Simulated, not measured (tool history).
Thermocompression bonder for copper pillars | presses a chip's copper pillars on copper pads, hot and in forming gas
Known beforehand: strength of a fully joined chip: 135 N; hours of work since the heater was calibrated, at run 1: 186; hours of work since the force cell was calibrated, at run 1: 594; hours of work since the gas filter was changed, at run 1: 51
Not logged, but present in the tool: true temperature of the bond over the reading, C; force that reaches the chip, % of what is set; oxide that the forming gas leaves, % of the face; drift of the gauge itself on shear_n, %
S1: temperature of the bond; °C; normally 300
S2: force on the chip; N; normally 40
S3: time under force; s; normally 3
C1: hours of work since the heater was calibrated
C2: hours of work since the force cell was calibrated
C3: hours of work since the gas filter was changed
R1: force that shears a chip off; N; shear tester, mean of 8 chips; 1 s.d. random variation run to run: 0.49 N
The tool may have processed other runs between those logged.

run	hour	S1	S2	S3	C1	C2	C3	R1
1	0.0	300	40	3	186	594	51	59.8
2	33.7	300	40	3	200	608	65	59.1
3	82.3	300	40	3	221	629	85	59.2
4	137.5	300	40	3	244	652	108	58.6
5	163.2	300	40	3	255	663	119	58.1
6	209.2	300	40	3	274	682	138	57.4
7	247.5	300	40	3	290	698	155	56.4
8	299.2	300	40	5	312	720	176	65.8
# hour 317.1: forming gas filter changed
9	325.0	300	40	5	322	730	3	75.3
10	357.8	300	40	5	336	744	17	74.7
11	386.0	300	40	5	348	756	29	74.8
12	412.6	300	40	5	359	767	40	73.4
13	449.7	300	40	5	375	783	56	73.1
14	491.7	300	48	3	392	800	73	67.6
15	547.3	302	48	3	416	824	97	67.1
16	594.1	302	48	3	435	843	116	66.6
17	618.8	302	48	3	446	854	127	65.9
18	646.0	300	40	2	457	865	138	50.8
19	687.7	300	40	2	475	883	156	49.9
20	727.1	300	40	3	491	899	172	57.9
# hour 754.6: forming gas filter changed
21	757.1	300	40	3	504	912	1	65.2
22	800.0	303	36	6	522	930	19	78.1
23	828.7	308	40	3	534	942	31	68.8
24	868.8	316	26	7	551	959	48	76.9
25	918.1	275	58	8	571	979	69	82.6
26	962.9	275	58	8	590	998	88	82.0
27	1005.3	275	58	8	608	1016	105	82.0
28	1047.4	275	40	6	626	1034	123	61.0
# hour 1078.7: heater calibrated with a thermocouple chip
29	1089.1	275	40	6	4	1050	140	54.3
30	1113.7	296	40	6	15	1061	150	66.0
31	1145.9	296	40	6	28	1074	164	66.2
32	1168.4	289	41	8	38	1084	173	68.8
# hour 1194.0: forming gas filter changed
33	1194.0	300	30	6	48	1094	0	64.9
34	1223.0	300	55	4	60	1106	12	77.2
35	1267.7	300	55	4	79	1125	31	77.0
36	1307.2	300	55	4	96	1142	48	76.8
37	1346.1	296	46	8	112	1158	64	82.7
38	1370.7	296	46	8	122	1168	74	82.7
39	1408.2	300	34	5	138	1184	90	63.0

5 options for the next run, each taken on its own from the tool as it stands now. Forecast them:
A	1448.1	321	35	4	155	1201	107	?
B	1448.1	282	40	2	155	1201	107	?
C	1448.1	322	44	3	155	1201	107	?
D	1448.1	300	46	3	155	1201	107	?
E	1448.1	326	33	5	155	1201	107	?

run	R1
A	70.4
B	40.4
C	72.0
D	60.4
E	76.9
Had the tool no hidden state, the same runs would have come out as:
run	R1
A	77.6
B	44.7
C	79.3
D	66.7
E	84.6

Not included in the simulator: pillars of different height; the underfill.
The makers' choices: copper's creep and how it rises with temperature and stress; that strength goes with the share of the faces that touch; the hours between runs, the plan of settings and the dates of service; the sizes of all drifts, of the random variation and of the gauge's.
